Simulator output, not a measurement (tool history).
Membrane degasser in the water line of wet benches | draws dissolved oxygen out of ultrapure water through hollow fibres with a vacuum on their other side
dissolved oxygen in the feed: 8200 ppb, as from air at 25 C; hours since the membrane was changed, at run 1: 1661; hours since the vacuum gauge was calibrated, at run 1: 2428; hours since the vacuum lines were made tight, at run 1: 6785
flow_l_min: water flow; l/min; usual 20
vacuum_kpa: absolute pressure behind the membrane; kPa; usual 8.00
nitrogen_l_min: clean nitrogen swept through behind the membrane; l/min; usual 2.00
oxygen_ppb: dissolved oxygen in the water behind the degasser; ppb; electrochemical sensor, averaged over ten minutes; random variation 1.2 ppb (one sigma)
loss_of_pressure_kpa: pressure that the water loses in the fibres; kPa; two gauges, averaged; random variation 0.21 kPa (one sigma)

| run | hour | flow_l_min | vacuum_kpa | nitrogen_l_min | hours since the membrane was changed | hours since the vacuum gauge was calibrated | hours since the vacuum lines were made tight | oxygen_ppb | loss_of_pressure_kpa |
|---|---|---|---|---|---|---|---|---|---|
| 1 | 0.0 | 20 | 8.00 | 2.00 | 1661 | 2428 | 6785 | 117.6 | 51.75 |
| 2 | 50.6 | 20 | 8.00 | 2.00 | 1712 | 2479 | 6835 | 116.8 | 51.11 |
| 3 | 81.6 | 31 | 8.00 | 2.00 | 1743 | 2510 | 6866 | 180.7 | 79.87 |
| 4 | 109.8 | 20 | 8.46 | 2.00 | 1771 | 2538 | 6895 | 131.1 | 51.37 |
| 5 | 134.0 | 20 | 11.49 | 2.00 | 1795 | 2562 | 6919 | 199.3 | 51.36 |
| 6 | 184.9 | 20 | 11.49 | 2.00 | 1846 | 2613 | 6970 | 202.4 | 51.99 |
| 7 | 233.6 | 20 | 11.49 | 2.00 | 1895 | 2662 | 7018 | 199.5 | 51.81 |
| 8 | 266.0 | 20 | 11.49 | 2.00 | 1927 | 2694 | 7051 | 199.7 | 51.59 |
| 9 | 299.1 | 20 | 11.49 | 2.00 | 1960 | 2727 | 7084 | 200.1 | 51.60 |
| 10 | 341.3 | 20 | 11.33 | 2.00 | 2002 | 2769 | 7126 | 193.6 | 51.58 |
| 11 | 385.8 | 20 | 8.00 | 2.00 | 2047 | 2814 | 7171 | 118.8 | 51.98 |
| 12 | 415.3 | 20 | 8.00 | 2.00 | 2076 | 2843 | 7200 | 117.8 | 51.55 |
| 13 | 462.6 | 20 | 8.00 | 2.00 | 2124 | 2891 | 7247 | 118.5 | 51.43 |
| 14 | 495.8 | 20 | 8.00 | 2.00 | 2157 | 2924 | 7281 | 115.7 | 52.16 |
| 15 | 523.5 | 20 | 8.00 | 2.00 | 2185 | 2952 | 7308 | 118.3 | 51.41 |
| 16 | 555.0 | 20 | 8.00 | 3.18 | 2216 | 2983 | 7340 | 78.8 | 51.83 |
| 17 | 583.5 | 14 | 7.40 | 0.87 | 2244 | 3012 | 7368 | 159.2 | 36.27 |
| 18 | 630.0 | 16 | 12.35 | 1.20 | 2291 | 3058 | 7415 | 279.9 | 41.40 |
| 19 | 665.3 | 16 | 12.35 | 1.20 | 2326 | 3093 | 7450 | 283.6 | 41.24 |
| 20 | 710.0 | 15 | 8.17 | 1.67 | 2371 | 3138 | 7495 | 110.1 | 39.08 |
| 21 | 738.0 | 15 | 8.17 | 1.67 | 2399 | 3166 | 7523 | 109.1 | 38.80 |
| 22 | 789.8 | 20 | 5.16 | 1.49 | 2451 | 3218 | 7575 | 67.4 | 52.07 |
| 23 | 819.9 | 24 | 8.00 | 2.23 | 2481 | 3248 | 7605 | 130.1 | 62.17 |
| 24 | 848.7 | 24 | 6.57 | 1.97 | 2510 | 3277 | 7633 | 104.0 | 62.57 |
| 25 | 897.5 | 24 | 8.81 | 1.97 | 2558 | 3326 | 7682 | 167.9 | 62.39 |
| 26 | 929.4 | 24 | 8.81 | 1.97 | 2590 | 3357 | 7714 | 167.5 | 62.24 |
| 27 | 969.1 | 24 | 8.81 | 1.97 | 2630 | 3397 | 7754 | 168.9 | 62.44 |
| 28 | 991.1 | 18 | 7.02 | 1.88 | 2652 | 3419 | 7776 | 92.8 | 46.50 |
| 29 | 1043.1 | 20 | 4.83 | 2.92 | 2704 | 3471 | 7828 | 32.1 | 51.89 |
| 30 | 1078.2 | 20 | 4.83 | 2.92 | 2739 | 3506 | 7863 | 33.1 | 52.04 |
| 31 | 1117.6 | 14 | 6.80 | 1.09 | 2779 | 3546 | 7902 | 112.9 | 36.67 |
| 32 | 1158.5 | 28 | 8.00 | 0.83 | 2819 | 3587 | 7943 | 343.1 | 72.96 |

Measured less the same run without the tool's hidden state. The same run-to-run variation is in both; the gauge's scatter may not be:
The hidden state here: membrane still open, %; true pressure behind the membrane over the reading, kPa; air that leaks in behind the membrane, l/min; drift of the gauge itself on oxygen_ppb, %; drift of the gauge itself on loss_of_pressure_kpa, %.
| run | oxygen_ppb | loss_of_pressure_kpa |
|---|---|---|
| 1 | +4.0 | +0.63 |
| 2 | +4.0 | +0.64 |
| 3 | +5.5 | +1.02 |
| 4 | +4.3 | +0.67 |
| 5 | +5.0 | +0.68 |
| 6 | +5.2 | +0.70 |
| 7 | +5.1 | +0.72 |
| 8 | +5.2 | +0.74 |
| 9 | +5.3 | +0.74 |
| 10 | +5.2 | +0.76 |
| 11 | +4.5 | +0.78 |
| 12 | +4.5 | +0.78 |
| 13 | +4.5 | +0.80 |
| 14 | +4.4 | +0.82 |
| 15 | +4.7 | +0.83 |
| 16 | +3.3 | +0.84 |
| 17 | +6.8 | +0.59 |
| 18 | +7.6 | +0.69 |
| 19 | +7.8 | +0.71 |
| 20 | +4.8 | +0.68 |
| 21 | +4.7 | +0.68 |
| 22 | +5.3 | +0.93 |
| 23 | +5.3 | +1.12 |
| 24 | +5.4 | +1.14 |
| 25 | +6.1 | +1.16 |
| 26 | +6.1 | +1.17 |
| 27 | +6.2 | +1.21 |
| 28 | +4.9 | +0.90 |
| 29 | +3.2 | +1.03 |
| 30 | +3.4 | +1.04 |
| 31 | +6.3 | +0.74 |
| 32 | +11.9 | +1.50 |
